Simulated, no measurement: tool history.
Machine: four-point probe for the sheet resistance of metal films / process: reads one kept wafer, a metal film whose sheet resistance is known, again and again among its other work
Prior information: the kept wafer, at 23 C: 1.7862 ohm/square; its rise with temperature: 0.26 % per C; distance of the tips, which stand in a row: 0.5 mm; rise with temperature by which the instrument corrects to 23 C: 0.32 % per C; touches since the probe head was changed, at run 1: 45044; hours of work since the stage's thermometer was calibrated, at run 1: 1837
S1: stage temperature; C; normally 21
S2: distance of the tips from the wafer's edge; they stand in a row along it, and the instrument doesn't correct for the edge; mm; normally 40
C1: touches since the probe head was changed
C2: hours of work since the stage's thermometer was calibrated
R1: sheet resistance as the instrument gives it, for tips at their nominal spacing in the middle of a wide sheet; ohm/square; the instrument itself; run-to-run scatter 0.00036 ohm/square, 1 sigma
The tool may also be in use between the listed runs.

| run | hour | S1 | S2 | C1 | C2 | R1 |
|---|---|---|---|---|---|---|
| 1 | 0 | 21 | 40 | 45044 | 1837 | 1.78856 |
| 2 | 41.8 | 21 | 40 | 46134 | 1859 | 1.788054 |
| 3 | 80.2 | 21 | 59 | 47134 | 1880 | 1.788336 |
| 4 | 110 | 21 | 20 | 47912 | 1896 | 1.789264 |
| 5 | 147.7 | 21 | 20 | 48893 | 1916 | 1.789041 |
| 6 | 169.1 | 21 | 44 | 49451 | 1927 | 1.788557 |
| 7 | 192.9 | 21 | 44 | 50073 | 1940 | 1.788464 |
| 8 | 242.3 | 21 | 40 | 51359 | 1967 | 1.788377 |
| 9 | 281.6 | 21 | 40 | 52384 | 1988 | 1.788311 |
| 10 | 327.8 | 21 | 40 | 53588 | 2013 | 1.788354 |
| 11 | 366.4 | 21 | 40 | 54595 | 2033 | 1.788861 |
| 12 | 415 | 21 | 10 | 55862 | 2059 | 1.790157 |
| 13 | 453.6 | 21 | 10 | 56868 | 2080 | 1.791019 |
| 14 | 494.1 | 21 | 14 | 57923 | 2102 | 1.789202 |
| 15 | 536.7 | 21 | 14 | 59034 | 2125 | 1.788786 |
| 16 | 568.7 | 21 | 40 | 59869 | 2142 | 1.788346 |
| 17 | 612.9 | 21 | 40 | 61021 | 2166 | 1.787683 |
| 18 | 634.5 | 21 | 9 | 61583 | 2177 | 1.791032 |
| 19 | 679.8 | 34 | 4 | 62764 | 2201 | 1.789622 |
| 20 | 728.4 | 34 | 4 | 64031 | 2228 | 1.789593 |
| 21 | 752.8 | 33 | 6 | 64666 | 2241 | 1.782277 |
| 22 | 780 | 24 | 28 | 65376 | 2255 | 1.784891 |
| 23 | 815.6 | 33 | 20 | 66305 | 2274 | 1.777023 |
| 24 | 839.9 | 23 | 11 | 66937 | 2287 | 1.786984 |
| 25 | 875.5 | 24 | 18 | 67865 | 2306 | 1.785536 |
| 26 | 915.5 | 26 | 55 | 68909 | 2328 | 1.782896 |
| 27 | 963.6 | 19 | 20 | 70163 | 2354 | 1.790631 |
| 28 | 1011.9 | 20 | 25 | 71421 | 2380 | 1.789415 |
| 29 | 1057.4 | 33 | 3 | 72608 | 2404 | 1.802426 |
| 30 | 1102.4 | 23 | 6 | 73779 | 2428 | 1.792895 |
| 31 | 1150.3 | 21 | 8 | 75030 | 2454 | 1.792047 |
| 32 | 1171.7 | 21 | 8 | 75586 | 2465 | 1.791345 |
|  | 1193.5 | stage's thermometer calibrated |
| 33 | 1211.7 | 21 | 8 | 76616 | 10 | 1.792421 |
| 34 | 1242.4 | 21 | 27 | 77417 | 26 | 1.789486 |
| 35 | 1279.8 | 21 | 27 | 78393 | 46 | 1.788191 |

Below are 5 alternative next runs, each starting from the tool's condition after run 35. Predict each:
| A | 1317.8 | 19 | 5 | 79383 | 67 | ? |
| B | 1317.8 | 21 | 5 | 79383 | 67 | ? |
| C | 1317.8 | 21 | 6 | 79383 | 67 | ? |
| D | 1317.8 | 33 | 27 | 79383 | 67 | ? |
| E | 1317.8 | 27 | 23 | 79383 | 67 | ? |

| run | R1 |
|---|---|
| A | 1.800024 |
| B | 1.79804 |
| C | 1.794688 |
| D | 1.775733 |
| E | 1.781846 |
Had the tool no hidden state, the same runs would have come out as:
| run | R1 |
|---|---|
| A | 1.80032 |
| B | 1.798336 |
| C | 1.794983 |
| D | 1.776025 |
| E | 1.782139 |
